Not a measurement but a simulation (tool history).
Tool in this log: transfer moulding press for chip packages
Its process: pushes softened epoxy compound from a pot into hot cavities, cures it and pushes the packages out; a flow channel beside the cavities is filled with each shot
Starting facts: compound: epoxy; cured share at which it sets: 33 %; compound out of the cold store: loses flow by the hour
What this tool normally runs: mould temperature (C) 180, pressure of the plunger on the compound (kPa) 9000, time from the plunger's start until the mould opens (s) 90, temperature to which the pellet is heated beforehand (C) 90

run	hour	mould temperature (C)	pressure of the plunger on the compound (kPa)	time from the plunger's start until the mould opens (s)	temperature to which the pellet is heated beforehand (C)	incoming compound's hours out of the cold store	length that the compound runs in the flow channel (mm)	greatest force on the pins that push the packages out (N)
1	0.0	180	9000	90	90	44.6	784	293
2	20.3	180	9000	90	90	19.5	841	395
3	31.1	180	9000	90	90	30.5	812	423
4	46.1	180	9000	90	90	39.4	788	460
# hour 60.9: cavities cleaned with cleaning compound and waxed
5	62.3	180	9000	90	90	29.2	811	320
6	76.7	180	9000	90	90	25.2	822	381
7	93.3	180	9000	90	90	11.2	850	440
8	110.2	180	7680	90	85	32.1	736	445
# hour 120.7: cavities cleaned with cleaning compound and waxed
9	128.3	180	10310	71	91	30.8	854	495
10	145.1	180	10310	71	91	22.3	874	611
11	161.0	180	9000	117	94	37.8	774	394
12	176.8	180	10140	119	99	16.5	878	423
# hour 181.6: cavities cleaned with cleaning compound and waxed
13	188.7	178	7630	122	99	25.7	742	315

Forecast each of these 3 alternatives for the next run:
A	202.7	178	8050	91	94	15.8	?	?
B	202.7	178	7630	116	99	17.9	?	?
C	202.7	174	9000	77	90	41.0	?	?

run	length that the compound runs in the flow channel (mm)	greatest force on the pins that push the packages out (N)
A	785	412
B	757	366
C	781	745
Had the tool no hidden state, the same runs would have come out as:
run	length that the compound runs in the flow channel (mm)	greatest force on the pins that push the packages out (N)
A	823	327
B	795	280
C	820	616
